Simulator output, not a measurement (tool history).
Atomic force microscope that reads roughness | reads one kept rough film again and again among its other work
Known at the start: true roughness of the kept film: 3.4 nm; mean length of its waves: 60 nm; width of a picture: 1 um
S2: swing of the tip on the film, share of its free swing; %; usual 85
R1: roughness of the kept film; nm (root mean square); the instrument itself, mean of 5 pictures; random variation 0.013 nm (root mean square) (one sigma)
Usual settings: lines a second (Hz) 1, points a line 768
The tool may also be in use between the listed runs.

{"run": 1, "hour": 0.0, "lines a second (Hz)": 1, "S2": 85, "points a line": 768, "R1": 3.11}
{"run": 2, "hour": 18.5, "lines a second (Hz)": 1, "S2": 85, "points a line": 768, "R1": 3.117}
{"run": 3, "hour": 44.7, "lines a second (Hz)": 1, "S2": 85, "points a line": 996, "R1": 3.116}
{"run": 4, "hour": 57.2, "lines a second (Hz)": 1, "S2": 85, "points a line": 768, "R1": 3.12}
{"run": 5, "hour": 75.4, "lines a second (Hz)": 1, "S2": 85, "points a line": 768, "R1": 3.13}
{"run": 6, "hour": 93.3, "lines a second (Hz)": 1, "S2": 85, "points a line": 768, "R1": 3.117}
{"run": 7, "hour": 122.7, "lines a second (Hz)": 1, "S2": 85, "points a line": 768, "R1": 3.125}
{"run": 8, "hour": 141.0, "lines a second (Hz)": 1, "S2": 85, "points a line": 768, "R1": 3.105}
{"run": 9, "hour": 167.1, "lines a second (Hz)": 1, "S2": 85, "points a line": 768, "R1": 3.123}
{"run": 10, "hour": 183.5, "lines a second (Hz)": 1, "S2": 85, "points a line": 768, "R1": 3.146}
{"run": 11, "hour": 199.5, "lines a second (Hz)": 1, "S2": 85, "points a line": 768, "R1": 3.156}
{"run": 12, "hour": 213.3, "lines a second (Hz)": 1, "S2": 85, "points a line": 768, "R1": 3.133}
{"run": 13, "hour": 233.3, "lines a second (Hz)": 1, "S2": 85, "points a line": 768, "R1": 3.123}
{"run": 14, "hour": 256.6, "lines a second (Hz)": 1, "S2": 85, "points a line": 768, "R1": 3.116}
{"run": 15, "hour": 274.1, "lines a second (Hz)": 1, "S2": 85, "points a line": 768, "R1": 3.125}
{"run": 16, "hour": 297.5, "lines a second (Hz)": 1, "S2": 85, "points a line": 768, "R1": 3.121}
{"run": 17, "hour": 326.3, "lines a second (Hz)": 0.52, "S2": 89, "points a line": 889, "R1": 3.18}
{"run": 18, "hour": 350.2, "lines a second (Hz)": 0.62, "S2": 89, "points a line": 906, "R1": 3.159}
{"run": 19, "hour": 368.4, "lines a second (Hz)": 1, "S2": 65, "points a line": 768, "R1": 3.238}
{"run": 20, "hour": 382.4, "lines a second (Hz)": 3.01, "S2": 65, "points a line": 447, "R1": 3.11}
{"run": 21, "hour": 396.0, "lines a second (Hz)": 0.63, "S2": 75, "points a line": 768, "R1": 3.221}
{"run": 22, "hour": 418.7, "lines a second (Hz)": 2.35, "S2": 82, "points a line": 573, "R1": 2.986}
{"run": 23, "hour": 435.2, "lines a second (Hz)": 1, "S2": 85, "points a line": 575, "R1": 3.136}
{"run": 24, "hour": 463.6, "lines a second (Hz)": 0.71, "S2": 77, "points a line": 768, "R1": 3.22}
{"run": 25, "hour": 487.2, "lines a second (Hz)": 0.71, "S2": 77, "points a line": 768, "R1": 3.197}
{"run": 26, "hour": 514.6, "lines a second (Hz)": 2.35, "S2": 68, "points a line": 320, "R1": 3.119}
{"run": 27, "hour": 540.0, "lines a second (Hz)": 2.35, "S2": 76, "points a line": 320, "R1": 3.041}
{"run": 28, "hour": 559.5, "lines a second (Hz)": 2.35, "S2": 90, "points a line": 388, "R1": 2.847}
{"run": 29, "hour": 572.8, "lines a second (Hz)": 1.11, "S2": 90, "points a line": 357, "R1": 3.058}

Taken out of this log: 4 entries between the listed runs. Where each belongs, and how the hidden state differs across it:
Between runs 1 and 2: new tip fitted (hour 6.4)
  radius of the tip, nm: 10.7 -> 10.1
Between runs 8 and 9: new tip fitted (hour 157.9)
  radius of the tip, nm: 10.6 -> 10
Between runs 16 and 17: new tip fitted (hour 308.8)
  radius of the tip, nm: 10.6 -> 10.1; height scale over the true one, %: -0.03 -> -0.04
Between runs 23 and 24: new tip fitted (hour 462.2)
  radius of the tip, nm: 10.6 -> 10
